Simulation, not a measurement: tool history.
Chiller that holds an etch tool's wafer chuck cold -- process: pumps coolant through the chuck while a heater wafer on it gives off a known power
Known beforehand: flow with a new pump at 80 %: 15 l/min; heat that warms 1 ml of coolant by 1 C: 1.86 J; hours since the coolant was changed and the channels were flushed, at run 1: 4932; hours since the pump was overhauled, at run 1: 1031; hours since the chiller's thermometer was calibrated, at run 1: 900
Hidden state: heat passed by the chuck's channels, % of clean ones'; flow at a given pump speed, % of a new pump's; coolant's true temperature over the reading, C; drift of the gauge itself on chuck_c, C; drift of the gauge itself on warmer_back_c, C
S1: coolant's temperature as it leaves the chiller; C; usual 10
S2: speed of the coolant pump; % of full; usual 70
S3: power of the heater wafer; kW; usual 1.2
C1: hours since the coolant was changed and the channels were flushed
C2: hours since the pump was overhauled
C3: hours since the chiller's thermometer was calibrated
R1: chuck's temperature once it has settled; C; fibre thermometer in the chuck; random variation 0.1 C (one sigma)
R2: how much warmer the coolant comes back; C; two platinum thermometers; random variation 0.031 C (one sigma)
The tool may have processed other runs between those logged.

{"run": 1, "day": 0.0, "S1": 10, "S2": 70, "S3": 1.2, "C1": 4932, "C2": 1031, "C3": 900, "R1": 19.8, "R2": 3.04}
{"run": 2, "day": 0.992, "S1": 10, "S2": 70, "S3": 1.006, "C1": 4956, "C2": 1055, "C3": 924, "R1": 18.2, "R2": 2.47}
{"run": 3, "day": 2.742, "S1": 10, "S2": 70, "S3": 1.006, "C1": 4998, "C2": 1097, "C3": 966, "R1": 18.2, "R2": 2.47}
{"run": 4, "day": 3.692, "S1": 10, "S2": 70, "S3": 1.006, "C1": 5020, "C2": 1120, "C3": 988, "R1": 18.3, "R2": 2.54}
{"run": 5, "day": 5.283, "S1": 10, "S2": 70, "S3": 1.2, "C1": 5059, "C2": 1158, "C3": 1027, "R1": 20, "R2": 2.99}
{"run": 6, "day": 6.425, "S1": 10, "S2": 70, "S3": 1.2, "C1": 5086, "C2": 1186, "C3": 1054, "R1": 19.9, "R2": 2.89}
{"run": 7, "day": 7.204, "S1": 10, "S2": 70, "S3": 1.2, "C1": 5105, "C2": 1204, "C3": 1073, "R1": 19.8, "R2": 2.97}
{"run": 8, "day": 8.833, "S1": 10, "S2": 70, "S3": 1.393, "C1": 5144, "C2": 1243, "C3": 1112, "R1": 21.3, "R2": 3.36}
{"run": 9, "day": 10.083, "S1": 10, "S2": 70, "S3": 1.393, "C1": 5174, "C2": 1273, "C3": 1142, "R1": 21.4, "R2": 3.3}
{"run": 10, "day": 11.821, "S1": 10, "S2": 70, "S3": 1.393, "C1": 5216, "C2": 1315, "C3": 1184, "R1": 21.4, "R2": 3.32}
{"run": 11, "day": 13.6, "S1": 10, "S2": 70, "S3": 1.393, "C1": 5258, "C2": 1358, "C3": 1226, "R1": 21.5, "R2": 3.35}
{"run": 12, "day": 14.979, "S1": 10, "S2": 70, "S3": 1.393, "C1": 5291, "C2": 1391, "C3": 1259, "R1": 21.5, "R2": 3.36}
{"run": 13, "day": 16.404, "S1": 10, "S2": 87, "S3": 1.2, "C1": 5326, "C2": 1425, "C3": 1294, "R1": 18.5, "R2": 2.19}
{"run": 14, "day": 17.933, "S1": 10, "S2": 87, "S3": 1.2, "C1": 5362, "C2": 1462, "C3": 1330, "R1": 18.4, "R2": 2.17}
{"run": 15, "day": 19.238, "S1": 10, "S2": 87, "S3": 1.2, "C1": 5394, "C2": 1493, "C3": 1362, "R1": 18.7, "R2": 2.19}
{"run": 16, "day": 20.512, "S1": 5, "S2": 70, "S3": 1.2, "C1": 5424, "C2": 1524, "C3": 1392, "R1": 14.7, "R2": 2.76}
{"run": 17, "day": 21.854, "S1": 10, "S2": 69, "S3": 1.2, "C1": 5456, "C2": 1556, "C3": 1424, "R1": 19.8, "R2": 2.77}
{"run": 18, "day": 23.212, "S1": 10, "S2": 69, "S3": 1.2, "C1": 5489, "C2": 1589, "C3": 1457, "R1": 19.9, "R2": 2.81}
{"run": 19, "day": 24.446, "S1": 7, "S2": 94, "S3": 0.667, "C1": 5519, "C2": 1618, "C3": 1487, "R1": 11.6, "R2": 0.92}
{"run": 20, "day": 25.475, "S1": 2, "S2": 70, "S3": 1.113, "C1": 5543, "C2": 1643, "C3": 1511, "R1": 11, "R2": 2.5}
{"run": 21, "day": 26.662, "S1": 8, "S2": 70, "S3": 1.2, "C1": 5572, "C2": 1671, "C3": 1540, "R1": 17.7, "R2": 2.72}
{"run": 22, "day": 27.646, "S1": 8, "S2": 70, "S3": 1.2, "C1": 5595, "C2": 1695, "C3": 1563, "R1": 17.8, "R2": 2.65}
{"run": 23, "day": 28.675, "S1": 8, "S2": 70, "S3": 1.2, "C1": 5620, "C2": 1720, "C3": 1588, "R1": 18, "R2": 2.66}
{"run": 24, "day": 29.846, "S1": 8, "S2": 91, "S3": 1.562, "C1": 5648, "C2": 1748, "C3": 1616, "R1": 18.7, "R2": 2.61}
{"run": 25, "day": 31.304, "S1": 19, "S2": 87, "S3": 1.04, "C1": 5683, "C2": 1783, "C3": 1651, "R1": 26.4, "R2": 1.69}
{"run": 26, "day": 33.021, "S1": 19, "S2": 87, "S3": 1.04, "C1": 5724, "C2": 1824, "C3": 1692, "R1": 26.4, "R2": 1.73}
{"run": 27, "day": 34.792, "S1": 6, "S2": 89, "S3": 1.733, "C1": 5767, "C2": 1866, "C3": 1735, "R1": 18, "R2": 2.93}
{"run": 28, "day": 36.208, "S1": 13, "S2": 70, "S3": 1.2, "C1": 5801, "C2": 1900, "C3": 1769, "R1": 22.8, "R2": 2.65}
{"day": 37.129, "done": "gauge calibrated"}
{"run": 29, "day": 37.912, "S1": 17, "S2": 70, "S3": 1.789, "C1": 5842, "C2": 1941, "C3": 1810, "R1": 31.6, "R2": 4.49}
{"run": 30, "day": 38.888, "S1": 10, "S2": 70, "S3": 1.14, "C1": 5865, "C2": 1965, "C3": 1833, "R1": 19.1, "R2": 2.83}
{"run": 31, "day": 40.192, "S1": 19, "S2": 61, "S3": 0.746, "C1": 5897, "C2": 1996, "C3": 1865, "R1": 25.7, "R2": 2.08}
{"run": 32, "day": 41.125, "S1": 2, "S2": 61, "S3": 0.746, "C1": 5919, "C2": 2018, "C3": 1887, "R1": 8.6, "R2": 2.08}
{"run": 33, "day": 42.442, "S1": 19, "S2": 78, "S3": 1.241, "C1": 5950, "C2": 2050, "C3": 1919, "R1": 28.5, "R2": 2.66}

Hidden state at the last listed run before each entry between runs and at the first one after, where it differs:
Between runs 28 and 29: gauge calibrated (day 37.129)
  drift of the gauge itself on warmer_back_c, C: -0.39 -> -0.01
  measured value less the no-hidden-state value, R2: -0.39 -> -0.01 C
